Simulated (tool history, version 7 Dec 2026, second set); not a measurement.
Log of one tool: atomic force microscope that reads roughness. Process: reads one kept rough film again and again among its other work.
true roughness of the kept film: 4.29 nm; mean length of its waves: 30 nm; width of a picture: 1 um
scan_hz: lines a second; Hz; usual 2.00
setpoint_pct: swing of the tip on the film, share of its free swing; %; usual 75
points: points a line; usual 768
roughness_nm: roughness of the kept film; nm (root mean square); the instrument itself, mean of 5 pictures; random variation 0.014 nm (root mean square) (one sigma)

Run 1, hour 0.0: usual settings. Result: roughness_nm 3.038 nm (root mean square).
Run 2, hour 14.0: usual settings but points 490. Result: roughness_nm 2.971 nm (root mean square).
At hour 42.1: new tip fitted.
Run 3, hour 45.1: usual settings but points 490. Result: roughness_nm 3.314 nm (root mean square).
Run 4, hour 58.7: usual settings. Result: roughness_nm 3.232 nm (root mean square).
Run 5, hour 85.0: usual settings but scan_hz 0.54 Hz. Result: roughness_nm 3.457 nm (root mean square).
Run 6, hour 115.7: usual settings. Result: roughness_nm 2.956 nm (root mean square).
Run 7, hour 131.0: usual settings. Result: roughness_nm 2.871 nm (root mean square).
Run 8, hour 145.8: usual settings. Result: roughness_nm 2.826 nm (root mean square).
At hour 153.1: new tip fitted.
Run 9, hour 175.3: usual settings but points 336. Result: roughness_nm 3.205 nm (root mean square).
Run 10, hour 191.4: usual settings but points 336. Result: roughness_nm 3.121 nm (root mean square).
Run 11, hour 212.7: usual settings but points 336. Result: roughness_nm 3.003 nm (root mean square).
Run 12, hour 241.7: usual settings but points 336. Result: roughness_nm 2.866 nm (root mean square).
At hour 265.2: new tip fitted.
Run 13, hour 265.5: usual settings but points 336. Result: roughness_nm 3.369 nm (root mean square).
Run 14, hour 280.7: usual settings but points 336. Result: roughness_nm 3.287 nm (root mean square).
Run 15, hour 295.9: usual settings but points 891. Result: roughness_nm 3.210 nm (root mean square).
Run 16, hour 317.1: usual settings but scan_hz 3.22 Hz, points 313. Result: roughness_nm 2.817 nm (root mean square).
Run 17, hour 346.7: usual settings but scan_hz 1.36 Hz, setpoint_pct 88 %, points 318. Result: roughness_nm 2.793 nm (root mean square).
Run 18, hour 368.6: usual settings but scan_hz 1.36 Hz, setpoint_pct 88 %, points 318. Result: roughness_nm 2.719 nm (root mean square).
At hour 375.2: new tip fitted.
Run 19, hour 388.2: usual settings but scan_hz 1.41 Hz, setpoint_pct 55 %, points 667. Result: roughness_nm 3.717 nm (root mean square).
Run 20, hour 418.4: usual settings but setpoint_pct 80 %. Result: roughness_nm 3.018 nm (root mean square).
Run 21, hour 437.9: usual settings but setpoint_pct 80 %. Result: roughness_nm 2.888 nm (root mean square).
Run 22, hour 461.5: usual settings but scan_hz 1.32 Hz, points 426. Result: roughness_nm 3.023 nm (root mean square).
Run 23, hour 479.5: usual settings but scan_hz 1.32 Hz, points 426. Result: roughness_nm 2.943 nm (root mean square).
At hour 485.8: new tip fitted.
Run 24, hour 495.2: usual settings but points 384. Result: roughness_nm 3.328 nm (root mean square).
Run 25, hour 525.7: usual settings but setpoint_pct 62 %, points 291. Result: roughness_nm 3.385 nm (root mean square).
Run 26, hour 544.5: usual settings but scan_hz 1.98 Hz, setpoint_pct 85 %, points 314. Result: roughness_nm 2.787 nm (root mean square).
Run 27, hour 559.8: usual settings but setpoint_pct 70 %. Result: roughness_nm 3.074 nm (root mean square).
Run 28, hour 575.8: usual settings but setpoint_pct 65 %. Result: roughness_nm 3.085 nm (root mean square).
At hour 598.0: new tip fitted.
Run 29, hour 605.8: usual settings but setpoint_pct 58 %, points 1008. Result: roughness_nm 3.696 nm (root mean square).

Hidden state or all else? Some run-to-run changes of roughness_nm, split into what the settings, what came in and random variation would give without the hidden state, and what is left for the hidden state (with any gauge scatter that isn't in both results):
The hidden state here: radius of the tip, nm; height scale over the true one, %; drift of the gauge itself on roughness_nm, %.
Run 12 -> 13: new tip fitted. roughness_nm +0.503 nm (root mean square): hidden state +0.504, all else -0.001.
Run 18 -> 19: scan_hz 1.36 -> 1.41, setpoint_pct 88 -> 55, points 318 -> 667, new tip fitted. roughness_nm +0.998 nm (root mean square): hidden state +0.437, all else +0.561.
Run 19 -> 20: scan_hz 1.41 -> 2.00, setpoint_pct 55 -> 80, points 667 -> 768. roughness_nm -0.699 nm (root mean square): hidden state -0.167, all else -0.532.
Run 23 -> 24: scan_hz 1.32 -> 2.00, points 426 -> 384, new tip fitted. roughness_nm +0.385 nm (root mean square): hidden state +0.546, all else -0.161.
